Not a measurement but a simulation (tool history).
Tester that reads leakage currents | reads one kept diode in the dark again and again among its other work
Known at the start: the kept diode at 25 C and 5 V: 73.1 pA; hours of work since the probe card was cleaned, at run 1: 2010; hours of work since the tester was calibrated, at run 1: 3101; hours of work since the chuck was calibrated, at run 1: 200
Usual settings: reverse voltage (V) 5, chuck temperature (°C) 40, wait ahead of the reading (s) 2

| run | hour | reverse voltage (V) | chuck temperature (°C) | wait ahead of the reading (s) | hours of work since the probe card was cleaned | hours of work since the tester was calibrated | hours of work since the chuck was calibrated | current that the tester gives (pA) |
|---|---|---|---|---|---|---|---|---|
| 1 | 0 | 5 | 40 | 2 | 2010 | 3101 | 200 | 274.45 |
| 2 | 137.9 | 5 | 40 | 2 | 2066 | 3157 | 256 | 278.85 |
| 3 | 250 | 1.1 | 40 | 2 | 2112 | 3202 | 302 | 174.38 |
| 4 | 412.9 | 1.1 | 40 | 7.93 | 2178 | 3269 | 368 | 177.43 |
| 5 | 651.2 | 1.1 | 40 | 7.93 | 2275 | 3366 | 465 | 181.81 |
| 6 | 851.4 | 1.1 | 40 | 7.93 | 2357 | 3447 | 546 | 184.77 |
| 7 | 1045.4 | 1.1 | 40 | 7.93 | 2436 | 3526 | 625 | 188.71 |
|  | 1120 | chuck's temperature calibrated |
| 8 | 1184.7 | 5.85 | 40 | 2 | 2492 | 3582 | 26 | 281.39 |
| 9 | 1395 | 5.85 | 40 | 2 | 2577 | 3668 | 112 | 287.33 |
| 10 | 1611.7 | 5.85 | 40 | 2 | 2666 | 3756 | 200 | 294.44 |
| 11 | 1811.7 | 5.85 | 40 | 2 | 2747 | 3837 | 282 | 301.23 |
| 12 | 2065.3 | 5.85 | 40 | 2 | 2850 | 3941 | 385 | 308.43 |
|  | 2125.2 | probe card cleaned and baked |
| 13 | 2320.4 | 5.85 | 40 | 2 | 79 | 4043 | 487 | 315.32 |
| 14 | 2467.3 | 5.85 | 40 | 2 | 139 | 4103 | 547 | 319.91 |
| 15 | 2592.3 | 1.11 | 40 | 2 | 190 | 4154 | 598 | 192.94 |
|  | 2725.1 | chuck's temperature calibrated |
| 16 | 2750.7 | 1.11 | 40 | 2 | 254 | 4218 | 10 | 163.44 |
| 17 | 2858.2 | 1.11 | 40 | 2 | 298 | 4261 | 54 | 164.76 |
| 18 | 2964.4 | 1.11 | 40 | 2 | 341 | 4305 | 97 | 167.16 |
| 19 | 3077.6 | 1.11 | 40 | 2 | 387 | 4351 | 143 | 169.51 |
| 20 | 3305.1 | 5 | 40 | 2 | 479 | 4443 | 236 | 277.11 |
| 21 | 3559.9 | 7.55 | 25 | 2 | 583 | 4547 | 340 | 93.69 |
| 22 | 3744.8 | 1.24 | 46 | 2.15 | 658 | 4622 | 415 | 300.5 |
| 23 | 3926.3 | 2.54 | 46 | 0.55 | 732 | 4696 | 489 | 383.09 |
|  | 3944.9 | tester calibrated |
| 24 | 4123.5 | 2.48 | 30 | 0.55 | 812 | 73 | 568 | 107.01 |
|  | 4322.4 | chuck's temperature calibrated |
| 25 | 4323.5 | 5 | 37 | 0.36 | 892 | 153 | 0 | 206.11 |
| 26 | 4476.4 | 2.12 | 45 | 2 | 955 | 216 | 63 | 298.47 |
| 27 | 4684.1 | 2.12 | 45 | 2 | 1039 | 300 | 147 | 304.84 |
| 28 | 4911.8 | 1.55 | 23 | 8.33 | 1132 | 393 | 240 | 45.6 |
| 29 | 5150.2 | 1.55 | 32 | 0.53 | 1229 | 490 | 337 | 102.42 |
| 30 | 5389.5 | 1.55 | 32 | 0.53 | 1326 | 587 | 434 | 105.63 |
| 31 | 5525.7 | 14.96 | 29 | 1.01 | 1382 | 643 | 490 | 172.32 |
| 32 | 5681.9 | 5 | 29 | 0.91 | 1445 | 706 | 553 | 122.02 |
| 33 | 5890.3 | 15.68 | 29 | 0.91 | 1530 | 791 | 638 | 182.48 |
|  | 5935.3 | chuck's temperature calibrated |
| 34 | 6012.2 | 13.11 | 34 | 0.65 | 1579 | 840 | 31 | 218.33 |
| 35 | 6194.1 | 13.11 | 34 | 0.65 | 1653 | 914 | 105 | 223.75 |
| 36 | 6427.2 | 13.11 | 34 | 0.65 | 1748 | 1009 | 200 | 228.21 |
| 37 | 6668.8 | 2.83 | 40 | 0.77 | 1846 | 1107 | 299 | 231.76 |
| 38 | 6776.1 | 2.83 | 40 | 0.77 | 1890 | 1151 | 342 | 234.09 |
| 39 | 6976.5 | 2.83 | 40 | 0.77 | 1972 | 1233 | 424 | 238.93 |

How the hidden state differs across the entries between the runs, from the last listed run before each to the first after it:
Between runs 7 and 8: chuck's temperature calibrated (hour 1120)
  stray current of the dirty probe card, pA a volt: 0.191 -> 0.195; current scale over the true one, %: 0.77 -> 0.78; true chuck temperature over the reading, C: 1.94 -> 0.24
  measured less the result without the state, current that the tester gives (pA): +28.45 -> +8.58
Between runs 12 and 13: probe card cleaned and baked (hour 2125.2)
  stray current of the dirty probe card, pA a volt: 0.22 -> 0.032; current scale over the true one, %: 0.85 -> 0.87; true chuck temperature over the reading, C: 1.4 -> 1.73
  measured less the result without the state, current that the tester gives (pA): +35.89 -> +43.02
Between runs 15 and 16: chuck's temperature calibrated (hour 2725.1)
  stray current of the dirty probe card, pA a volt: 0.04 -> 0.044; current scale over the true one, %: 0.89 -> 0.9; true chuck temperature over the reading, C: 2.1 -> 0.07
  measured less the result without the state, current that the tester gives (pA): +31.14 -> +2.4
Between runs 23 and 24: tester calibrated (hour 3944.9)
  stray current of the dirty probe card, pA a volt: 0.079 -> 0.084; current scale over the true one, %: 0.99 -> 0.12; true chuck temperature over the reading, C: 1.6 -> 1.85
  measured less the result without the state, current that the tester gives (pA): +47.65 -> +15.74
Between runs 24 and 25: chuck's temperature calibrated (hour 4322.4)
  stray current of the dirty probe card, pA a volt: 0.084 -> 0.089; current scale over the true one, %: 0.12 -> 0.13; true chuck temperature over the reading, C: 1.85 -> 0.06
  measured less the result without the state, current that the tester gives (pA): +15.74 -> +1.55
Between runs 33 and 34: chuck's temperature calibrated (hour 5935.3)
  stray current of the dirty probe card, pA a volt: 0.133 -> 0.137; current scale over the true one, %: 0.25 -> 0.26; true chuck temperature over the reading, C: 2.06 -> -0.05
  measured less the result without the state, current that the tester gives (pA): +30.82 -> +1.15
